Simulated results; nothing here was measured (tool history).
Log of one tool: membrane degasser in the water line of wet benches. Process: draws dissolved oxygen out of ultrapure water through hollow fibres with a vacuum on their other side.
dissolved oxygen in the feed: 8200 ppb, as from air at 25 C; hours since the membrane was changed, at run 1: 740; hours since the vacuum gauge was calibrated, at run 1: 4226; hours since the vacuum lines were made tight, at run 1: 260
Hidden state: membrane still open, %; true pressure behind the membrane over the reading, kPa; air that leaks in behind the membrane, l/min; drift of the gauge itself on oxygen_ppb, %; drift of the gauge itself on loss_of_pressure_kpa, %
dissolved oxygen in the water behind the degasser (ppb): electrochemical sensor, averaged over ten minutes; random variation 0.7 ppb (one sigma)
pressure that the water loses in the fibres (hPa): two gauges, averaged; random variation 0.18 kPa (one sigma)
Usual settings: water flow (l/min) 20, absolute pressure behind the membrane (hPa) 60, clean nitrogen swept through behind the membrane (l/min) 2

| run | hour | water flow (l/min) | absolute pressure behind the membrane (hPa) | clean nitrogen swept through behind the membrane (l/min) | hours since the membrane was changed | hours since the vacuum gauge was calibrated | hours since the vacuum lines were made tight | dissolved oxygen in the water behind the degasser (ppb) | pressure that the water loses in the fibres (hPa) |
|---|---|---|---|---|---|---|---|---|---|
| 1 | 0 | 20 | 60 | 2 | 740 | 4226 | 260 | 72 | 343.8 |
| 2 | 113.7 | 20 | 60 | 2 | 854 | 4340 | 374 | 72.8 | 342.7 |
| 3 | 242.1 | 20 | 60 | 2 | 982 | 4468 | 502 | 72.8 | 348.9 |
|  | 372.9 | vacuum gauge calibrated |
| 4 | 457.5 | 20 | 60 | 1.79 | 1197 | 85 | 717 | 75.2 | 342 |
| 5 | 648.7 | 20 | 60 | 1.79 | 1388 | 276 | 909 | 75.9 | 344.8 |
| 6 | 847.4 | 20 | 60 | 1.79 | 1587 | 475 | 1107 | 77.1 | 344.6 |
| 7 | 1068.8 | 20 | 60 | 0.99 | 1808 | 696 | 1329 | 126.4 | 345.8 |
| 8 | 1255.7 | 13 | 60 | 2 | 1995 | 883 | 1516 | 44.9 | 225.7 |
| 9 | 1404.3 | 13 | 60 | 2 | 2144 | 1031 | 1664 | 45.8 | 221.9 |
| 10 | 1538.1 | 13 | 60 | 2 | 2278 | 1165 | 1798 | 45.3 | 225.5 |
| 11 | 1717.5 | 13 | 60 | 2 | 2457 | 1345 | 1977 | 45.2 | 226.7 |
| 12 | 1904.3 | 12 | 60 | 2 | 2644 | 1531 | 2164 | 42.8 | 208.3 |
| 13 | 2088.6 | 12 | 60 | 1.19 | 2828 | 1716 | 2348 | 69.1 | 209 |
| 14 | 2277.1 | 20 | 54.8 | 2 | 3017 | 1904 | 2537 | 58 | 349.2 |
| 15 | 2450.9 | 18 | 77.7 | 2.31 | 3190 | 2078 | 2711 | 89.2 | 313.9 |
| 16 | 2577.4 | 17 | 60 | 4.77 | 3317 | 2204 | 2837 | 27.5 | 295.3 |
| 17 | 2675.4 | 23 | 73.7 | 3.06 | 3415 | 2302 | 2935 | 81.3 | 398.7 |
| 18 | 2905.3 | 32 | 78.1 | 1.08 | 3645 | 2532 | 3165 | 304.9 | 557.5 |
| 19 | 3104.6 | 24 | 43.1 | 2.86 | 3844 | 2732 | 3364 | 31.7 | 417.6 |
| 20 | 3308.1 | 20 | 98.7 | 2.86 | 4048 | 2935 | 3568 | 118.8 | 350.1 |
| 21 | 3472.7 | 16 | 132.1 | 1.89 | 4212 | 3100 | 3733 | 206.8 | 282.7 |
| 22 | 3614.6 | 20 | 60 | 2.39 | 4354 | 3242 | 3874 | 61 | 352.3 |
| 23 | 3748.4 | 14 | 65.8 | 2.39 | 4488 | 3376 | 4008 | 50.7 | 248.6 |
| 24 | 3885.8 | 14 | 65.8 | 2.39 | 4625 | 3513 | 4146 | 50.5 | 245.7 |
|  | 4021.1 | seals of the vacuum lines changed |
| 25 | 4021.1 | 12 | 141.1 | 1.03 | 4759 | 3646 | 0 | 287.7 | 209.8 |
| 26 | 4220 | 20 | 88.7 | 1.11 | 4957 | 3845 | 199 | 234.7 | 350.5 |
| 27 | 4395.7 | 20 | 43 | 2 | 5133 | 4021 | 375 | 31.6 | 351.5 |
| 28 | 4528 | 20 | 43 | 2 | 5266 | 4153 | 507 | 32.9 | 351.1 |

3 ways to go on from here, each from the tool as it stands after run 28. What would each give?
| A | 4718.7 | 20 | 43 | 1.46 | 5456 | 4344 | 698 | ? | ? |
| B | 4718.7 | 20 | 86.9 | 3.74 | 5456 | 4344 | 698 | ? | ? |
| C | 4718.7 | 20 | 60 | 1.26 | 5456 | 4344 | 698 | ? | ? |

| run | dissolved oxygen in the water behind the degasser (ppb) | pressure that the water loses in the fibres (hPa) |
|---|---|---|
| A | 41.7 | 354.5 |
| B | 76.5 | 353.4 |
| C | 109.9 | 352.2 |
Without the tool's hidden state the same runs would have given:
| run | dissolved oxygen in the water behind the degasser (ppb) | pressure that the water loses in the fibres (hPa) |
|---|---|---|
| A | 37.7 | 344.3 |
| B | 74 | 343.2 |
| C | 105.2 | 342 |
